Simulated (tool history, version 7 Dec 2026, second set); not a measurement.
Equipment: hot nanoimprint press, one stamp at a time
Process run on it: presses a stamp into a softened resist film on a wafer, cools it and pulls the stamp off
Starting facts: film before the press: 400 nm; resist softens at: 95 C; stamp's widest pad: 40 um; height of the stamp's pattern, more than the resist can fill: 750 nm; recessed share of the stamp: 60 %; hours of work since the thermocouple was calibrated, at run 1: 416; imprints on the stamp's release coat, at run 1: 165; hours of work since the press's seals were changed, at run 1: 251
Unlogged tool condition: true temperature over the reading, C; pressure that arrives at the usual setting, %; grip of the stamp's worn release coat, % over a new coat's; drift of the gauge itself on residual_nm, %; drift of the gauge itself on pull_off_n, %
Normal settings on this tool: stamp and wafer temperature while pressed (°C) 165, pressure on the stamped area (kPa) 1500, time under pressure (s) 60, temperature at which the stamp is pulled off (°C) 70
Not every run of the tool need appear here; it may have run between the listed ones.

run,hour,stamp and wafer temperature while pressed (°C),pressure on the stamped area (kPa),time under pressure (s),temperature at which the stamp is pulled off (°C),hours of work since the thermocouple was calibrated,imprints on the stamp's release coat,hours of work since the press's seals were changed,resist left under the stamp's widest pad (nm),greatest force while the stamp is pulled off (N)
1,0.0,165,1500,60,70,416,165,251,210.2,120
2,6.4,165,1500,60,70,420,186,255,209.6,120
3,13.0,165,1500,60,70,423,208,259,211.4,121
4,24.1,165,1500,60,70,430,244,265,210.7,118
5,32.0,165,1500,60,75,434,270,270,211.1,110
6,41.6,165,1500,60,75,440,301,275,213.2,108
7,52.4,165,1500,60,75,446,336,281,212.1,109
8,58.5,165,1500,60,70,449,356,285,211.4,119
9,69.7,165,1500,60,69,456,393,291,213.3,123
10,79.5,165,1500,60,69,462,425,297,214.7,121
11,85.5,174,1500,60,70,465,445,300,166.9,120
12,96.2,174,1500,60,70,471,480,306,170.1,119
13,107.4,174,1500,60,70,478,517,313,170.7,120
14,116.3,174,1500,60,70,483,546,318,171.6,117
15,120.9,165,1460,60,70,485,561,321,218.0,117
16,130.9,177,2190,60,56,491,593,326,133.3,152
# hour 137.6: gauge calibrated
17,139.6,169,970,45,70,496,622,331,246.8,121
# hour 153.3: stamp cleaned and given a new release coat
18,156.5,159,2190,64,75,502,10,338,209.4,111
19,163.7,154,1930,101,70,506,34,342,216.3,121
20,173.4,170,2090,48,55,512,66,347,177.1,155
21,180.8,165,1630,60,72,516,90,352,206.2,113
22,188.9,158,1500,60,78,521,117,356,254.0,104
23,197.4,158,1500,60,78,526,144,361,253.7,105
24,205.7,160,2240,60,67,531,171,366,209.3,126
25,215.0,160,2240,60,67,536,202,371,210.2,125
26,220.8,165,1070,60,74,539,221,375,240.9,110
27,225.4,165,1070,60,74,542,236,377,244.0,108
28,230.5,171,1500,68,69,545,252,380,176.0,122
29,236.3,171,1500,68,69,548,271,383,173.8,121
30,242.2,165,1270,60,63,552,291,387,225.6,134

Alternative continuations, all from the tool just after run 30; predict every row:
A,248.0,165,1490,47,76,555,310,390,?,?
B,248.0,165,1550,42,59,555,310,390,?,?
C,248.0,165,1260,60,56,555,310,390,?,?

run,resist left under the stamp's widest pad (nm),greatest force while the stamp is pulled off (N)
A,235.0,105
B,239.5,146
C,229.6,154
What these runs would have given with no unlogged condition in the tool:
run,resist left under the stamp's widest pad (nm),greatest force while the stamp is pulled off (N)
A,229.6,105
B,234.1,146
C,224.4,154

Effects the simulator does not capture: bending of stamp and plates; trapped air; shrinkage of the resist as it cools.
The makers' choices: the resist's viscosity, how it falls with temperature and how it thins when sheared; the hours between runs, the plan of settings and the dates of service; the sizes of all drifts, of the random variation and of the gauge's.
